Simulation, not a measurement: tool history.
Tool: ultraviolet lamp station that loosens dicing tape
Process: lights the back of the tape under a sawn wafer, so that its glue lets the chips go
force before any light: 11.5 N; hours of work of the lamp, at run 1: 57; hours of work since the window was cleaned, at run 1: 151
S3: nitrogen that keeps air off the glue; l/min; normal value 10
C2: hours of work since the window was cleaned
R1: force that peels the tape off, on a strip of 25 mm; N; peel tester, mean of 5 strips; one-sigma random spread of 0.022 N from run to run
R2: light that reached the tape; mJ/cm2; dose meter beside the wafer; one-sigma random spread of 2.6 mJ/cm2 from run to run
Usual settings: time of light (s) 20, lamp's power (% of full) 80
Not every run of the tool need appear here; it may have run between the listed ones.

{"run": 1, "hour": 0.0, "time of light (s)": 20, "lamp's power (% of full)": 80, "S3": 10, "hours of work of the lamp": 57, "C2": 151, "R1": 1.321, "R2": 309}
{"run": 2, "hour": 21.9, "time of light (s)": 20, "lamp's power (% of full)": 77, "S3": 10, "hours of work of the lamp": 65, "C2": 159, "R1": 1.446, "R2": 291}
{"run": 3, "hour": 45.0, "time of light (s)": 20, "lamp's power (% of full)": 77, "S3": 10, "hours of work of the lamp": 75, "C2": 169, "R1": 1.405, "R2": 291}
{"run": 4, "hour": 67.2, "time of light (s)": 20, "lamp's power (% of full)": 77, "S3": 10, "hours of work of the lamp": 84, "C2": 177, "R1": 1.47, "R2": 286}
{"run": 5, "hour": 90.1, "time of light (s)": 20, "lamp's power (% of full)": 77, "S3": 10, "hours of work of the lamp": 93, "C2": 187, "R1": 1.461, "R2": 284}
{"run": 6, "hour": 103.5, "time of light (s)": 20, "lamp's power (% of full)": 77, "S3": 10, "hours of work of the lamp": 98, "C2": 192, "R1": 1.577, "R2": 285}
{"run": 7, "hour": 118.8, "time of light (s)": 20, "lamp's power (% of full)": 80, "S3": 10, "hours of work of the lamp": 104, "C2": 198, "R1": 1.43, "R2": 292}
{"run": 8, "hour": 128.9, "time of light (s)": 20, "lamp's power (% of full)": 80, "S3": 8, "hours of work of the lamp": 108, "C2": 202, "R1": 1.534, "R2": 294}
{"run": 9, "hour": 139.0, "time of light (s)": 20, "lamp's power (% of full)": 80, "S3": 10, "hours of work of the lamp": 112, "C2": 206, "R1": 1.412, "R2": 290}
{"run": 10, "hour": 152.2, "time of light (s)": 20, "lamp's power (% of full)": 80, "S3": 10, "hours of work of the lamp": 118, "C2": 212, "R1": 1.424, "R2": 290}
{"run": 11, "hour": 162.6, "time of light (s)": 20, "lamp's power (% of full)": 80, "S3": 10, "hours of work of the lamp": 122, "C2": 216, "R1": 1.464, "R2": 288}
{"run": 12, "hour": 174.7, "time of light (s)": 20, "lamp's power (% of full)": 61, "S3": 10, "hours of work of the lamp": 127, "C2": 220, "R1": 2.349, "R2": 222}
{"run": 13, "hour": 186.5, "time of light (s)": 20, "lamp's power (% of full)": 61, "S3": 11, "hours of work of the lamp": 131, "C2": 225, "R1": 2.306, "R2": 221}
{"run": 14, "hour": 200.5, "time of light (s)": 20, "lamp's power (% of full)": 65, "S3": 11, "hours of work of the lamp": 137, "C2": 231, "R1": 2.127, "R2": 234}
{"hour": 202.8, "done": "window cleaned of glue's vapour"}
{"run": 15, "hour": 219.1, "time of light (s)": 20, "lamp's power (% of full)": 74, "S3": 10, "hours of work of the lamp": 144, "C2": 7, "R1": 1.824, "R2": 256}
{"run": 16, "hour": 235.7, "time of light (s)": 20, "lamp's power (% of full)": 79, "S3": 10, "hours of work of the lamp": 151, "C2": 13, "R1": 1.648, "R2": 269}
{"run": 17, "hour": 253.9, "time of light (s)": 20, "lamp's power (% of full)": 79, "S3": 10, "hours of work of the lamp": 158, "C2": 20, "R1": 1.649, "R2": 270}
{"hour": 269.9, "done": "window cleaned of glue's vapour, once more"}
{"run": 18, "hour": 276.6, "time of light (s)": 20, "lamp's power (% of full)": 81, "S3": 10, "hours of work of the lamp": 167, "C2": 3, "R1": 1.131, "R2": 313}
{"run": 19, "hour": 288.5, "time of light (s)": 20, "lamp's power (% of full)": 64, "S3": 18, "hours of work of the lamp": 172, "C2": 7, "R1": 1.574, "R2": 252}
{"run": 20, "hour": 308.5, "time of light (s)": 17, "lamp's power (% of full)": 96, "S3": 6, "hours of work of the lamp": 180, "C2": 15, "R1": 1.483, "R2": 321}
{"run": 21, "hour": 329.5, "time of light (s)": 20, "lamp's power (% of full)": 80, "S3": 7, "hours of work of the lamp": 188, "C2": 24, "R1": 1.413, "R2": 312}
{"run": 22, "hour": 351.8, "time of light (s)": 20, "lamp's power (% of full)": 80, "S3": 7, "hours of work of the lamp": 197, "C2": 33, "R1": 1.414, "R2": 308}
{"run": 23, "hour": 370.5, "time of light (s)": 14, "lamp's power (% of full)": 82, "S3": 12, "hours of work of the lamp": 205, "C2": 40, "R1": 2.205, "R2": 220}
{"run": 24, "hour": 386.6, "time of light (s)": 10, "lamp's power (% of full)": 81, "S3": 5, "hours of work of the lamp": 211, "C2": 47, "R1": 4.367, "R2": 156}
{"run": 25, "hour": 399.7, "time of light (s)": 34, "lamp's power (% of full)": 77, "S3": 4, "hours of work of the lamp": 216, "C2": 52, "R1": 0.66, "R2": 498}
{"run": 26, "hour": 420.2, "time of light (s)": 20, "lamp's power (% of full)": 75, "S3": 10, "hours of work of the lamp": 224, "C2": 60, "R1": 1.488, "R2": 285}
{"run": 27, "hour": 440.1, "time of light (s)": 20, "lamp's power (% of full)": 75, "S3": 10, "hours of work of the lamp": 232, "C2": 68, "R1": 1.509, "R2": 274}
{"run": 28, "hour": 455.1, "time of light (s)": 20, "lamp's power (% of full)": 75, "S3": 10, "hours of work of the lamp": 238, "C2": 74, "R1": 1.49, "R2": 281}
{"run": 29, "hour": 469.8, "time of light (s)": 12, "lamp's power (% of full)": 94, "S3": 19, "hours of work of the lamp": 244, "C2": 80, "R1": 2.135, "R2": 207}
{"run": 30, "hour": 483.9, "time of light (s)": 20, "lamp's power (% of full)": 70, "S3": 3, "hours of work of the lamp": 250, "C2": 86, "R1": 2.761, "R2": 261}
{"run": 31, "hour": 502.4, "time of light (s)": 12, "lamp's power (% of full)": 84, "S3": 16, "hours of work of the lamp": 257, "C2": 93, "R1": 2.796, "R2": 189}
{"run": 32, "hour": 515.6, "time of light (s)": 29, "lamp's power (% of full)": 80, "S3": 3, "hours of work of the lamp": 263, "C2": 98, "R1": 1.131, "R2": 429}

Describe how what the log doesn't record of the tool's condition differs between the last listed run preceding each entry between runs and the first listed run following it.
From run 14 to run 15: window cleaned of glue's vapour (hour 202.8)
  lamp's light, % of a new lamp's: 95.3 -> 95.1; light that the window lets through, % of a clean one's: 88.9 -> 85.8
  measured less the result without the state, R1: +0.540 -> +0.589 N; R2: -42 -> -58 mJ/cm2
From run 17 to run 18: window cleaned of glue's vapour, once more (hour 269.9)
  lamp's light, % of a new lamp's: 94.8 -> 94.6; light that the window lets through, % of a clean one's: 85.1 -> 99.2
  measured less the result without the state, R1: +0.578 -> +0.146 N; R2: -65 -> -21 mJ/cm2
